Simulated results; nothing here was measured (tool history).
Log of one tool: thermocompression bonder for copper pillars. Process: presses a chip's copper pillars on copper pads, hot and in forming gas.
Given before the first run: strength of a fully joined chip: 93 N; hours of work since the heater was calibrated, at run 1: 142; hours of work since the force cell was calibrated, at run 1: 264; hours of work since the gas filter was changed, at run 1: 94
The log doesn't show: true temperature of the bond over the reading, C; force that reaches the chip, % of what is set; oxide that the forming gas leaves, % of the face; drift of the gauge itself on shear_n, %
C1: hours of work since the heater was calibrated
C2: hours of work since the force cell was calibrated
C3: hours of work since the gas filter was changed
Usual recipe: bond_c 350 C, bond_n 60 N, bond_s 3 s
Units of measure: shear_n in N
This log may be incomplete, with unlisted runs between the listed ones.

Run 1, hour 0: usual settings; C1 142; C2 264; C3 94. Result: shear_n 38.2 N.
Run 2, hour 5.9: usual settings but bond_s 2 s; C1 146; C2 268; C3 98. Result: shear_n 33.5 N.
Run 3, hour 16.2: usual settings but bond_n 50 N; C1 153; C2 275; C3 105. Result: shear_n 31.5 N.
At hour 18.7: force cell calibrated.
Run 4, hour 29.7: usual settings but bond_n 50 N; C1 161; C2 8; C3 114. Result: shear_n 31.9 N.
Run 5, hour 43.1: usual settings but bond_n 50 N; C1 171; C2 17; C3 123. Result: shear_n 31.8 N.
Run 6, hour 53.4: usual settings but bond_n 50 N; C1 178; C2 25; C3 130. Result: shear_n 31.5 N.
Run 7, hour 64.5: usual settings but bond_n 50 N; C1 186; C2 32; C3 138. Result: shear_n 32.5 N.

Expected results for the next run?
At hour 67.2: force cell calibrated, once more.
Run 8, hour 73.3: usual settings but bond_n 50 N; C1 191; C2 4; C3 143. Result: shear_n ?.

shear_n: 33.1 N
Minus the tool's unlogged condition, the same run would have read shear_n 35.5 N.
